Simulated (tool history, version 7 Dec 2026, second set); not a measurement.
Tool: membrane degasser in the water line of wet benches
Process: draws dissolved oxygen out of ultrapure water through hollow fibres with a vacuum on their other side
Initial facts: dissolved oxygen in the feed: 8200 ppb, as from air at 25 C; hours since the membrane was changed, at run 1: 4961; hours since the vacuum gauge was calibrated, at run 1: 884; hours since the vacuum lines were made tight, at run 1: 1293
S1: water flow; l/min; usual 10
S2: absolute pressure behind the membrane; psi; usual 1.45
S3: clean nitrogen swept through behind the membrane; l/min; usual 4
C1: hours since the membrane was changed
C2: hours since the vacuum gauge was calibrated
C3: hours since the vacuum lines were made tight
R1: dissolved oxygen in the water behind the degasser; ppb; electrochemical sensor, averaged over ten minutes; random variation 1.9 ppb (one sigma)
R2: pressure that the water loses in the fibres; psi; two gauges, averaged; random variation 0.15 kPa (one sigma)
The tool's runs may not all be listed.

| run | hour | S1 | S2 | S3 | C1 | C2 | C3 | R1 | R2 |
|---|---|---|---|---|---|---|---|---|---|
| 1 | 0 | 10 | 1.45 | 4 | 4961 | 884 | 1293 | 191.9 | 4.357 |
| 2 | 79.4 | 10 | 1.45 | 4 | 5040 | 963 | 1372 | 193.9 | 4.342 |
| 3 | 213.3 | 10 | 1.45 | 4 | 5174 | 1097 | 1506 | 194.9 | 4.311 |
| 4 | 301 | 10 | 1.94 | 4 | 5262 | 1185 | 1594 | 206.8 | 4.322 |
| 5 | 408.2 | 8 | 1.45 | 4 | 5369 | 1292 | 1701 | 111.9 | 3.465 |
| 6 | 547.8 | 10 | 1.45 | 4 | 5509 | 1432 | 1841 | 191.3 | 4.399 |
| 7 | 656.3 | 10 | 1.45 | 2.76 | 5617 | 1540 | 1949 | 208.5 | 4.373 |
| 8 | 764.1 | 10 | 1.45 | 2.76 | 5725 | 1648 | 2057 | 211.5 | 4.37 |
| 9 | 876.5 | 6 | 1.45 | 4 | 5837 | 1760 | 2169 | 54.9 | 2.64 |
| 10 | 956.5 | 6 | 1.45 | 4 | 5917 | 1840 | 2250 | 54.8 | 2.669 |
| 11 | 1098.3 | 6 | 1.45 | 4 | 6059 | 1982 | 2391 | 55.7 | 2.635 |
| 12 | 1214.9 | 6 | 1.45 | 4 | 6176 | 2099 | 2508 | 54.4 | 2.664 |
| 13 | 1281.6 | 6 | 1.45 | 4 | 6242 | 2165 | 2575 | 55 | 2.624 |
| 14 | 1415.8 | 13 | 1.45 | 4 | 6377 | 2300 | 2709 | 339.2 | 5.707 |
| 15 | 1483 | 9 | 2.65 | 4.19 | 6444 | 2367 | 2776 | 191.8 | 3.931 |
| 16 | 1561 | 11 | 1.16 | 11.35 | 6522 | 2445 | 2854 | 203.4 | 4.809 |
| 17 | 1620.3 | 11 | 1.16 | 11.35 | 6581 | 2504 | 2913 | 204.8 | 4.837 |
| 18 | 1738 | 7 | 1.57 | 2.45 | 6699 | 2622 | 3031 | 102.7 | 3.092 |
| 19 | 1866.4 | 8 | 1.09 | 3.45 | 6827 | 2750 | 3159 | 103.6 | 3.487 |
| 20 | 1940.8 | 9 | 1.84 | 6.51 | 6902 | 2825 | 3234 | 140.8 | 3.97 |
| 21 | 2074.1 | 9 | 3.09 | 7.33 | 7035 | 2958 | 3367 | 166.8 | 3.967 |

Alternative continuations, all from the tool just after run 21; predict every row:
| A | 2162.2 | 16 | 2.25 | 9.3 | 7123 | 3046 | 3455 | ? | ? |
| B | 2162.2 | 6 | 2.2 | 2.4 | 7123 | 3046 | 3455 | ? | ? |
| C | 2162.2 | 9 | 1.03 | 7.33 | 7123 | 3046 | 3455 | ? | ? |
| D | 2162.2 | 7 | 2.45 | 3.75 | 7123 | 3046 | 3455 | ? | ? |

| run | R1 | R2 |
|---|---|---|
| A | 498.7 | 7.046 |
| B | 104.2 | 2.651 |
| C | 124.5 | 3.951 |
| D | 113 | 3.085 |
What these runs would have given with no unlogged condition in the tool:
| run | R1 | R2 |
|---|---|---|
| A | 497.2 | 6.937 |
| B | 103.9 | 2.611 |
| C | 123.9 | 3.89 |
| D | 112.6 | 3.037 |
